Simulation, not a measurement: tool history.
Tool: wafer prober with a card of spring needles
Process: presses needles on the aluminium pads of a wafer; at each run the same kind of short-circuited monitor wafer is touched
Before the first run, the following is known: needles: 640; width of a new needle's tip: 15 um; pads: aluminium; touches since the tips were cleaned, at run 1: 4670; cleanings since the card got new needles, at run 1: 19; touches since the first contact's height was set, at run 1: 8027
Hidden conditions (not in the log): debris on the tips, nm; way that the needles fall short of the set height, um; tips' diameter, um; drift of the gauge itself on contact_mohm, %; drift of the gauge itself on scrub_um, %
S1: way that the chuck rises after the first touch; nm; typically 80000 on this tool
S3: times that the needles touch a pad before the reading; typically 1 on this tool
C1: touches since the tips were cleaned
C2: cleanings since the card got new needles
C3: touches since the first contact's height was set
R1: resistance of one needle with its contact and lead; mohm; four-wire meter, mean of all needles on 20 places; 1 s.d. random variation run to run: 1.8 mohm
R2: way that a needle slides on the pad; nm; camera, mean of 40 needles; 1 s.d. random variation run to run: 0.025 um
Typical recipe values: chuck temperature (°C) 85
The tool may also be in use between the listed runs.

Run 1, hour 0: usual settings; C1 4670; C2 19; C3 8027. Result: R1 222 mohm, R2 17520 nm.
At hour 5.3: tips cleaned on abrasive film.
At hour 22: tips cleaned on abrasive film.
Run 2, hour 30.6: usual settings; C1 3962; C2 21; C3 22052. Result: R1 219 mohm, R2 17470 nm.
At hour 37.9: tips cleaned on abrasive film.
At hour 53.7: tips cleaned on abrasive film.
At hour 68.5: tips cleaned on abrasive film.
Run 3, hour 70.2: usual settings; C1 777; C2 24; C3 40185. Result: R1 203 mohm, R2 17440 nm.
At hour 85.9: tips cleaned on abrasive film.
Run 4, hour 95.4: usual settings; C1 4388; C2 25; C3 51756. Result: R1 220 mohm, R2 17510 nm.
At hour 101.6: tips cleaned on abrasive film.
At hour 117.3: tips cleaned on abrasive film.
Run 5, hour 126.9: usual settings; C1 4419; C2 27; C3 66197. Result: R1 222 mohm, R2 17420 nm.
At hour 133.7: tips cleaned on abrasive film.
Run 6, hour 144.5: usual settings but S3 2; C1 5001; C2 28; C3 74279. Result: R1 210 mohm, R2 17340 nm.
At hour 151.6: tips cleaned on abrasive film.
At hour 166.7: tips cleaned on abrasive film.
Run 7, hour 179: usual settings but S3 2; C1 5664; C2 30; C3 90110. Result: R1 215 mohm, R2 17370 nm.
At hour 184.3: tips cleaned on abrasive film.
At hour 200.7: tips cleaned on abrasive film.
Run 8, hour 211: usual settings but S3 2; C1 4735; C2 32; C3 104755. Result: R1 206 mohm, R2 17370 nm.
At hour 216.5: tips cleaned on abrasive film.
At hour 233.9: tips cleaned on abrasive film.
At hour 250.9: tips cleaned on abrasive film.
Run 9, hour 251.5: usual settings but S3 2; C1 269; C2 35; C3 123322. Result: R1 196 mohm, R2 17290 nm.
At hour 267.4: tips cleaned on abrasive film.
At hour 282.5: tips cleaned on abrasive film.
Run 10, hour 287.4: usual settings but S3 2; C1 2249; C2 37; C3 139777. Result: R1 202 mohm, R2 17280 nm.
At hour 298.3: tips cleaned on abrasive film.
At hour 313.2: tips cleaned on abrasive film.
At hour 317.1: height of the first contact set anew.
Run 11, hour 321.8: usual settings but S3 2; C1 3807; C2 39; C3 2129. Result: R1 208 mohm, R2 17520 nm.
At hour 330.8: tips cleaned on abrasive film.
Run 12, hour 343.9: usual settings but S3 2; C1 6034; C2 40; C3 12293. Result: R1 213 mohm, R2 17590 nm.
At hour 346.4: tips cleaned on abrasive film.
At hour 363.9: tips cleaned on abrasive film.
At hour 380.8: tips cleaned on abrasive film.
Run 13, hour 384.3: usual settings but S1 89000 nm, chuck temperature (°C) 70, S3 2; C1 1589; C2 43; C3 30784. Result: R1 197 mohm, R2 19480 nm.
At hour 397.5: tips cleaned on abrasive film.
At hour 412.2: tips cleaned on abrasive film.
Run 14, hour 415.7: usual settings; C1 1637; C2 45; C3 45206. Result: R1 206 mohm, R2 17440 nm.
At hour 427.7: tips cleaned on abrasive film.
Run 15, hour 432.3: usual settings but S1 72000 nm, chuck temperature (°C) 67, S3 2; C1 2121; C2 46; C3 52816. Result: R1 207 mohm, R2 15660 nm.
At hour 442.4: tips cleaned on abrasive film.
At hour 458: tips cleaned on abrasive film.
Run 16, hour 461.5: usual settings but S1 95000 nm, chuck temperature (°C) 33, S3 2; C1 1615; C2 48; C3 66204. Result: R1 187 mohm, R2 20720 nm.
At hour 475.4: tips cleaned on abrasive film.
At hour 491.2: tips cleaned on abrasive film.
Run 17, hour 494.9: usual settings but S1 71000 nm, chuck temperature (°C) 44, S3 2; C1 1679; C2 50; C3 81485. Result: R1 198 mohm, R2 15400 nm.
At hour 508.2: tips cleaned on abrasive film.
At hour 523.6: tips cleaned on abrasive film.
Run 18, hour 528.8: usual settings but S1 93000 nm, chuck temperature (°C) 122, S3 2; C1 2413; C2 52; C3 97048. Result: R1 204 mohm, R2 20190 nm.
At hour 539.9: tips cleaned on abrasive film.
At hour 554.9: tips cleaned on abrasive film.
Run 19, hour 555.3: usual settings but S1 64000 nm; C1 162; C2 54; C3 109185. Result: R1 203 mohm, R2 13820 nm.
At hour 569.7: tips cleaned on abrasive film.
Run 20, hour 572: usual settings but S1 96000 nm, chuck temperature (°C) 53; C1 1050; C2 55; C3 116849. Result: R1 194 mohm, R2 20840 nm.
At hour 585.2: tips cleaned on abrasive film.
Run 21, hour 592.8: usual settings but S1 96000 nm, chuck temperature (°C) 53; C1 3545; C2 56; C3 126413. Result: R1 205 mohm, R2 20800 nm.
At hour 600.5: tips cleaned on abrasive film.
At hour 615.5: tips cleaned on abrasive film.
Run 22, hour 619.5: usual settings but S1 90000 nm, chuck temperature (°C) 34, S3 2; C1 1830; C2 58; C3 138603. Result: R1 188 mohm, R2 19420 nm.
At hour 630.8: tips cleaned on abrasive film.
At hour 648: tips cleaned on abrasive film.
At hour 653.3: height of the first contact set anew.
Run 23, hour 655.3: usual settings but S1 90000 nm, chuck temperature (°C) 34, S3 2; C1 3214; C2 60; C3 887. Result: R1 196 mohm, R2 19740 nm.

What if the next run were any one of these 4? Each begins from the tool's condition after run 23:
At hour 665.7: tips cleaned on abrasive film.
At hour 681.2: tips cleaned on abrasive film.
Run A, hour 681.2: usual settings but chuck temperature (°C) 26, S3 3; C1 0; C2 62; C3 12770. Result: R1 ?, R2 ?.
At hour 665.7: tips cleaned on abrasive film.
At hour 681.2: tips cleaned on abrasive film.
Run B, hour 681.2: usual settings but S1 82000 nm; C1 0; C2 62; C3 12770. Result: R1 ?, R2 ?.
At hour 665.7: tips cleaned on abrasive film.
At hour 681.2: tips cleaned on abrasive film.
Run C, hour 681.2: usual settings but S1 71000 nm, chuck temperature (°C) 37, S3 2; C1 0; C2 62; C3 12770. Result: R1 ?, R2 ?.
At hour 665.7: tips cleaned on abrasive film.
At hour 681.2: tips cleaned on abrasive film.
Run D, hour 681.2: usual settings but chuck temperature (°C) 86, S3 3; C1 0; C2 62; C3 12770. Result: R1 ?, R2 ?.

run   R1     R2
  A  182  17490
  B  196  17940
  C  189  15540
  D  197  17510
Without the tool's unlogged condition, the same runs would have read:
run   R1     R2
  A  179  17520
  B  191  17980
  C  185  15570
  D  194  17550
